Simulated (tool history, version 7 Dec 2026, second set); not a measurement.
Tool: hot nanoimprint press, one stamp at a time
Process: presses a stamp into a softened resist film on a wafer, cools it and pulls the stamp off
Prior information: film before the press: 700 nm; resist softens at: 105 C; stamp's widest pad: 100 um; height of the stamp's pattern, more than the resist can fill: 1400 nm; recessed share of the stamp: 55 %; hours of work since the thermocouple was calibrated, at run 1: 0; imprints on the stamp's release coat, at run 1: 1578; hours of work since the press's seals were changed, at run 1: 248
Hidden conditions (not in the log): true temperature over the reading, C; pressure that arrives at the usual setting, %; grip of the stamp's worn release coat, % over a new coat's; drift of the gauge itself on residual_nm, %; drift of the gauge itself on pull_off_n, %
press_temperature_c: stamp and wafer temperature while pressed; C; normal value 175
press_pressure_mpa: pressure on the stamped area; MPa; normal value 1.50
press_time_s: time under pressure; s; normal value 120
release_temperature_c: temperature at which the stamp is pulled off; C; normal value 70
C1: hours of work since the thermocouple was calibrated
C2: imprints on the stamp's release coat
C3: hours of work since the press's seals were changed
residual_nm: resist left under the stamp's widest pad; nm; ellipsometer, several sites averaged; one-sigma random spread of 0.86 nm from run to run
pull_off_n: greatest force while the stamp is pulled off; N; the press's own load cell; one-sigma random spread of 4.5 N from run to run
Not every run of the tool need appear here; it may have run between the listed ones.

Run 1, hour 0.0: usual settings; C1 0; C2 1578; C3 248. Result: residual_nm 386.4 nm, pull_off_n 224 N.
Run 2, hour 27.7: usual settings; C1 15; C2 1655; C3 263. Result: residual_nm 386.1 nm, pull_off_n 214 N.
Run 3, hour 52.5: usual settings; C1 28; C2 1725; C3 276. Result: residual_nm 387.3 nm, pull_off_n 219 N.
Run 4, hour 84.3: usual settings; C1 46; C2 1813; C3 293. Result: residual_nm 385.3 nm, pull_off_n 219 N.
Run 5, hour 99.3: usual settings; C1 54; C2 1855; C3 301. Result: residual_nm 385.4 nm, pull_off_n 209 N.
Run 6, hour 130.9: usual settings but press_temperature_c 163 C; C1 71; C2 1943; C3 318. Result: residual_nm 517.3 nm, pull_off_n 224 N.
Run 7, hour 152.0: usual settings; C1 82; C2 2002; C3 330. Result: residual_nm 385.6 nm, pull_off_n 224 N.
Run 8, hour 171.8: usual settings but press_time_s 230 s; C1 93; C2 2057; C3 341. Result: residual_nm 314.0 nm, pull_off_n 227 N.
Run 9, hour 186.1: usual settings; C1 101; C2 2097; C3 348. Result: residual_nm 384.9 nm, pull_off_n 230 N.
Run 10, hour 207.0: usual settings; C1 112; C2 2156; C3 360. Result: residual_nm 385.0 nm, pull_off_n 227 N.
Run 11, hour 233.1: usual settings but press_time_s 138 s; C1 126; C2 2229; C3 374. Result: residual_nm 367.4 nm, pull_off_n 219 N.
Run 12, hour 255.1: usual settings but press_time_s 138 s; C1 138; C2 2290; C3 386. Result: residual_nm 367.3 nm, pull_off_n 225 N.
Run 13, hour 276.0: usual settings but press_time_s 138 s; C1 149; C2 2348; C3 397. Result: residual_nm 367.0 nm, pull_off_n 221 N.
Run 14, hour 310.8: usual settings but press_time_s 176 s; C1 168; C2 2445; C3 416. Result: residual_nm 341.2 nm, pull_off_n 223 N.
At hour 320.1: stamp cleaned and given a new release coat.
Run 15, hour 347.5: usual settings but press_time_s 176 s; C1 185; C2 77; C3 432. Result: residual_nm 339.3 nm, pull_off_n 215 N.
Run 16, hour 366.2: usual settings but press_temperature_c 166 C, press_pressure_mpa 1.21 MPa, press_time_s 66 s, release_temperature_c 63 C; C1 195; C2 129; C3 442. Result: residual_nm 576.0 nm, pull_off_n 246 N.
Run 17, hour 400.1: usual settings but press_temperature_c 166 C, press_pressure_mpa 1.21 MPa, press_time_s 66 s, release_temperature_c 63 C; C1 213; C2 224; C3 461. Result: residual_nm 571.3 nm, pull_off_n 249 N.
Run 18, hour 434.5: usual settings but press_temperature_c 186 C, press_pressure_mpa 1.21 MPa, press_time_s 66 s, release_temperature_c 63 C; C1 232; C2 320; C3 479. Result: residual_nm 388.8 nm, pull_off_n 249 N.
Run 19, hour 463.6: usual settings but press_pressure_mpa 2.07 MPa; C1 247; C2 401; C3 495. Result: residual_nm 322.9 nm, pull_off_n 220 N.
Run 20, hour 485.1: usual settings but press_pressure_mpa 2.07 MPa; C1 259; C2 461; C3 507. Result: residual_nm 321.2 nm, pull_off_n 222 N.
Run 21, hour 506.8: usual settings but press_time_s 211 s, release_temperature_c 73 C; C1 271; C2 522; C3 518. Result: residual_nm 319.1 nm, pull_off_n 213 N.
At hour 516.3: press's hydraulic seals changed and the load cell set to zero.
Run 22, hour 529.6: usual settings but press_time_s 98 s, release_temperature_c 72 C; C1 279; C2 563; C3 7. Result: residual_nm 403.1 nm, pull_off_n 212 N.
Run 23, hour 561.8: usual settings but press_temperature_c 178 C, press_pressure_mpa 1.91 MPa, press_time_s 117 s, release_temperature_c 62 C; C1 296; C2 653; C3 25. Result: residual_nm 311.6 nm, pull_off_n 254 N.
Run 24, hour 582.8: usual settings but press_temperature_c 178 C, press_pressure_mpa 1.91 MPa, press_time_s 117 s, release_temperature_c 62 C; C1 307; C2 711; C3 36. Result: residual_nm 310.9 nm, pull_off_n 253 N.
Run 25, hour 609.6: usual settings but press_time_s 129 s; C1 322; C2 786; C3 50. Result: residual_nm 371.2 nm, pull_off_n 218 N.
Run 26, hour 633.4: usual settings but press_temperature_c 170 C, press_pressure_mpa 1.99 MPa, press_time_s 222 s, release_temperature_c 78 C; C1 335; C2 853; C3 63. Result: residual_nm 309.0 nm, pull_off_n 191 N.
At hour 648.5: gauge calibrated.
Run 27, hour 648.5: usual settings but press_pressure_mpa 1.33 MPa; C1 343; C2 895; C3 71. Result: residual_nm 409.5 nm, pull_off_n 210 N.
Run 28, hour 672.7: usual settings but press_pressure_mpa 1.01 MPa, release_temperature_c 69 C; C1 356; C2 962; C3 85. Result: residual_nm 462.9 nm, pull_off_n 226 N.
Run 29, hour 690.7: usual settings but press_pressure_mpa 1.62 MPa, press_time_s 163 s, release_temperature_c 75 C; C1 366; C2 1012; C3 94. Result: residual_nm 338.3 nm, pull_off_n 200 N.

Across each entry between runs, compare the hidden state at the last listed run before it with the hidden state at the first listed run after it:
Between runs 14 and 15: stamp cleaned and given a new release coat (hour 320.1)
  grip of the stamp's worn release coat, % over a new coat's: 0.8 -> 0; drift of the gauge itself on residual_nm, %: -1.1 -> -1.21
  the result without the hidden state subtracted from the measured one, residual_nm: -3.8 -> -4.1 nm
Between runs 21 and 22: press's hydraulic seals changed and the load cell set to zero (hour 516.3)
  pressure that arrives at the usual setting, %: 99.99 -> 100; drift of the gauge itself on residual_nm, %: -1.77 -> -1.82
  the result without the hidden state subtracted from the measured one, residual_nm: -5.8 -> -7.6 nm
Between runs 26 and 27: gauge calibrated (hour 648.5)
  drift of the gauge itself on residual_nm, %: -2.19 -> 0
  the result without the hidden state subtracted from the measured one, residual_nm: -7.1 -> -0.1 nm
